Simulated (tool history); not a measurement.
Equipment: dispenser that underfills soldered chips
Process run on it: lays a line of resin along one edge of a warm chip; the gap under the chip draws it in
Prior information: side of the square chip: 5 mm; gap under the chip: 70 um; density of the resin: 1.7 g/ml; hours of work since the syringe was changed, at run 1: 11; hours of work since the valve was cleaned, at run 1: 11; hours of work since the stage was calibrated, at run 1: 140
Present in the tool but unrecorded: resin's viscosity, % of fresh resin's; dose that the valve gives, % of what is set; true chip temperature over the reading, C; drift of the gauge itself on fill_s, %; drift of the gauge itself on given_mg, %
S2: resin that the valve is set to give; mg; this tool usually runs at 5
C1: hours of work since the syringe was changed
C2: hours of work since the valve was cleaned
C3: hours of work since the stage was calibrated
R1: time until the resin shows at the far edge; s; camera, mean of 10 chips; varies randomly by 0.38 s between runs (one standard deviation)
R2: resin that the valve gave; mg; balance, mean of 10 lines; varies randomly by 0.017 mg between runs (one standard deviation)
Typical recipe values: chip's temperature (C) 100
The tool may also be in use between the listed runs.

run 1 hour=0 | chip's_temperature_(C)=100 S2=5 | C1=11 C2=11 C3=140 | R1=55.7 R2=4.98
-- hour=0.7 new syringe of resin
run 2 hour=2.4 | chip's_temperature_(C)=115 S2=5 | C1=1 C2=13 C3=141 | R1=17.7 R2=4.99
run 3 hour=6.2 | chip's_temperature_(C)=100 S2=5 | C1=4 C2=15 C3=144 | R1=33 R2=4.96
run 4 hour=10.8 | chip's_temperature_(C)=100 S2=5 | C1=8 C2=19 C3=148 | R1=43.6 R2=4.97
run 5 hour=15.3 | chip's_temperature_(C)=100 S2=4.5 | C1=11 C2=22 C3=151 | R1=58.7 R2=4.47
-- hour=16 new syringe of resin
run 6 hour=19.9 | chip's_temperature_(C)=100 S2=4.5 | C1=3 C2=26 C3=154 | R1=29.9 R2=4.45
run 7 hour=23 | chip's_temperature_(C)=100 S2=5 | C1=5 C2=28 C3=157 | R1=35.3 R2=4.93
run 8 hour=26.9 | chip's_temperature_(C)=100 S2=5 | C1=8 C2=31 C3=160 | R1=45.5 R2=4.92
-- hour=31.2 new syringe of resin
run 9 hour=31.2 | chip's_temperature_(C)=100 S2=5 | C1=0 C2=34 C3=163 | R1=23.4 R2=4.92
run 10 hour=35.4 | chip's_temperature_(C)=110 S2=5.35 | C1=3 C2=37 C3=166 | R1=23 R2=5.27
run 11 hour=39.6 | chip's_temperature_(C)=105 S2=5.37 | C1=6 C2=41 C3=169 | R1=33.4 R2=5.29
run 12 hour=42.3 | chip's_temperature_(C)=105 S2=6.01 | C1=8 C2=43 C3=171 | R1=39.6 R2=5.94
run 13 hour=45.2 | chip's_temperature_(C)=105 S2=4.69 | C1=11 C2=45 C3=173 | R1=48.8 R2=4.61
-- hour=46.3 new syringe of resin
run 14 hour=48.9 | chip's_temperature_(C)=105 S2=4.58 | C1=2 C2=47 C3=176 | R1=23.9 R2=4.47
run 15 hour=52.8 | chip's_temperature_(C)=106 S2=4.38 | C1=5 C2=50 C3=179 | R1=30.7 R2=4.27

Hidden state or all else? Some run-to-run changes of R1, split into what the settings, what came in and random variation would give without the hidden state, and what is left for the hidden state (with any gauge scatter that isn't in both results):
Run 1 -> 2: chip's temperature (C) 100 -> 115, new syringe of resin. R1 -38 s: hidden state -30.5, all else -7.5.
